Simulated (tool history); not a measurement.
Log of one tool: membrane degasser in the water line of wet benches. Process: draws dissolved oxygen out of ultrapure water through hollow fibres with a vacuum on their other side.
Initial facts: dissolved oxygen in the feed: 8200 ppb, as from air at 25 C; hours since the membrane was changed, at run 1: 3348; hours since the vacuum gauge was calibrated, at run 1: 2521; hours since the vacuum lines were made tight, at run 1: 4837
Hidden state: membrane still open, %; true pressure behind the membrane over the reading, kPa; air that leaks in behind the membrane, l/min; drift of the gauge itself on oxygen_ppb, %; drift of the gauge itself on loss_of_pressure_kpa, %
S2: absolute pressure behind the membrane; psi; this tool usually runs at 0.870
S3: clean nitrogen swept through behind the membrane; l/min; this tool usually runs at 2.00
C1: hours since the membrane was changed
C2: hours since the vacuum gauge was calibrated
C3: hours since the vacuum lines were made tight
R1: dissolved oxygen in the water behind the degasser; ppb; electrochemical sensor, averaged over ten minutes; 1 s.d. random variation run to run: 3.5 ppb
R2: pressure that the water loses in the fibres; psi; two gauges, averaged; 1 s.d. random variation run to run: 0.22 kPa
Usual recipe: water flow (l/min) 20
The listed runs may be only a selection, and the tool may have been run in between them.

{"run": 1, "day": 0.0, "water flow (l/min)": 20, "S2": 0.87, "S3": 2.0, "C1": 3348, "C2": 2521, "C3": 4837, "R1": 345.8, "R2": 8.022}
{"run": 2, "day": 5.712, "water flow (l/min)": 20, "S2": 1.932, "S3": 2.0, "C1": 3485, "C2": 2658, "C3": 4974, "R1": 497.0, "R2": 7.964}
{"run": 3, "day": 11.483, "water flow (l/min)": 20, "S2": 0.92, "S3": 2.0, "C1": 3623, "C2": 2797, "C3": 5112, "R1": 352.1, "R2": 7.971}
{"day": 14.592, "done": "seals of the vacuum lines changed"}
{"run": 4, "day": 19.633, "water flow (l/min)": 20, "S2": 0.92, "S3": 2.0, "C1": 3817, "C2": 2990, "C3": 121, "R1": 353.8, "R2": 7.992}
{"day": 24.417, "done": "vacuum gauge calibrated"}
{"run": 5, "day": 25.512, "water flow (l/min)": 20, "S2": 0.92, "S3": 2.0, "C1": 3957, "C2": 26, "C3": 262, "R1": 354.5, "R2": 7.977}
{"run": 6, "day": 33.471, "water flow (l/min)": 20, "S2": 0.92, "S3": 2.0, "C1": 4148, "C2": 217, "C3": 453, "R1": 353.6, "R2": 7.938}
{"run": 7, "day": 39.354, "water flow (l/min)": 20, "S2": 0.87, "S3": 2.0, "C1": 4290, "C2": 359, "C3": 594, "R1": 344.9, "R2": 7.918}
{"run": 8, "day": 45.321, "water flow (l/min)": 20, "S2": 0.87, "S3": 2.0, "C1": 4433, "C2": 502, "C3": 737, "R1": 340.6, "R2": 7.873}
{"run": 9, "day": 49.142, "water flow (l/min)": 20, "S2": 0.87, "S3": 2.0, "C1": 4525, "C2": 593, "C3": 829, "R1": 344.8, "R2": 7.876}
{"run": 10, "day": 54.529, "water flow (l/min)": 20, "S2": 0.87, "S3": 2.0, "C1": 4654, "C2": 723, "C3": 958, "R1": 348.2, "R2": 7.816}
{"run": 11, "day": 62.375, "water flow (l/min)": 20, "S2": 0.87, "S3": 2.0, "C1": 4842, "C2": 911, "C3": 1146, "R1": 350.0, "R2": 7.789}
{"run": 12, "day": 69.633, "water flow (l/min)": 20, "S2": 0.87, "S3": 2.0, "C1": 5016, "C2": 1085, "C3": 1320, "R1": 349.5, "R2": 7.809}
{"run": 13, "day": 73.929, "water flow (l/min)": 20, "S2": 0.87, "S3": 2.0, "C1": 5119, "C2": 1188, "C3": 1424, "R1": 345.3, "R2": 7.742}
{"day": 76.775, "done": "gauge calibrated"}
{"run": 14, "day": 81.862, "water flow (l/min)": 20, "S2": 1.788, "S3": 1.62, "C1": 5310, "C2": 1379, "C3": 1614, "R1": 522.6, "R2": 7.984}
{"run": 15, "day": 86.521, "water flow (l/min)": 20, "S2": 1.788, "S3": 2.48, "C1": 5422, "C2": 1491, "C3": 1726, "R1": 441.3, "R2": 7.974}
{"run": 16, "day": 93.808, "water flow (l/min)": 17, "S2": 2.022, "S3": 2.09, "C1": 5596, "C2": 1665, "C3": 1901, "R1": 386.4, "R2": 6.804}
{"run": 17, "day": 99.442, "water flow (l/min)": 17, "S2": 2.022, "S3": 2.09, "C1": 5732, "C2": 1801, "C3": 2036, "R1": 396.3, "R2": 6.783}
{"run": 18, "day": 108.733, "water flow (l/min)": 29, "S2": 1.975, "S3": 3.95, "C1": 5955, "C2": 2024, "C3": 2259, "R1": 739.0, "R2": 11.461}
{"run": 19, "day": 115.8, "water flow (l/min)": 20, "S2": 1.89, "S3": 1.91, "C1": 6124, "C2": 2193, "C3": 2428, "R1": 501.9, "R2": 7.884}
{"run": 20, "day": 122.429, "water flow (l/min)": 20, "S2": 1.89, "S3": 1.91, "C1": 6283, "C2": 2352, "C3": 2588, "R1": 510.3, "R2": 7.854}
{"run": 21, "day": 130.604, "water flow (l/min)": 22, "S2": 1.117, "S3": 2.48, "C1": 6480, "C2": 2548, "C3": 2784, "R1": 427.7, "R2": 8.673}
{"run": 22, "day": 134.833, "water flow (l/min)": 22, "S2": 1.117, "S3": 2.48, "C1": 6581, "C2": 2650, "C3": 2885, "R1": 430.1, "R2": 8.611}
{"run": 23, "day": 139.992, "water flow (l/min)": 15, "S2": 1.368, "S3": 1.84, "C1": 6705, "C2": 2774, "C3": 3009, "R1": 258.6, "R2": 5.881}
{"run": 24, "day": 146.696, "water flow (l/min)": 26, "S2": 1.5, "S3": 1.84, "C1": 6866, "C2": 2935, "C3": 3170, "R1": 690.0, "R2": 10.176}
{"day": 153.988, "done": "vacuum gauge calibrated"}
{"run": 25, "day": 155.988, "water flow (l/min)": 12, "S2": 0.73, "S3": 1.95, "C1": 7088, "C2": 48, "C3": 3392, "R1": 103.8, "R2": 4.663}
{"run": 26, "day": 160.912, "water flow (l/min)": 12, "S2": 0.73, "S3": 1.95, "C1": 7206, "C2": 166, "C3": 3511, "R1": 104.2, "R2": 4.669}

3 ways to go on from here, each from the tool as it stands after run 26. What would each give?
{"run": "A", "day": 167.446, "water flow (l/min)": 20, "S2": 0.867, "S3": 2.0, "C1": 7363, "C2": 323, "C3": 3667, "R1": "?", "R2": "?"}
{"run": "B", "day": 167.446, "water flow (l/min)": 16, "S2": 1.207, "S3": 0.97, "C1": 7363, "C2": 323, "C3": 3667, "R1": "?", "R2": "?"}
{"run": "C", "day": 167.446, "water flow (l/min)": 28, "S2": 1.514, "S3": 0.9, "C1": 7363, "C2": 323, "C3": 3667, "R1": "?", "R2": "?"}

run=A R1=343.3 R2=7.729
run=B R1=350.9 R2=6.232
run=C R1=958.5 R2=10.873
Stripped of hidden state, with their random variation kept, the same runs would have yielded:
run=A R1=342.3 R2=7.994
run=B R1=350.1 R2=6.445
run=C R1=957.0 R2=11.245
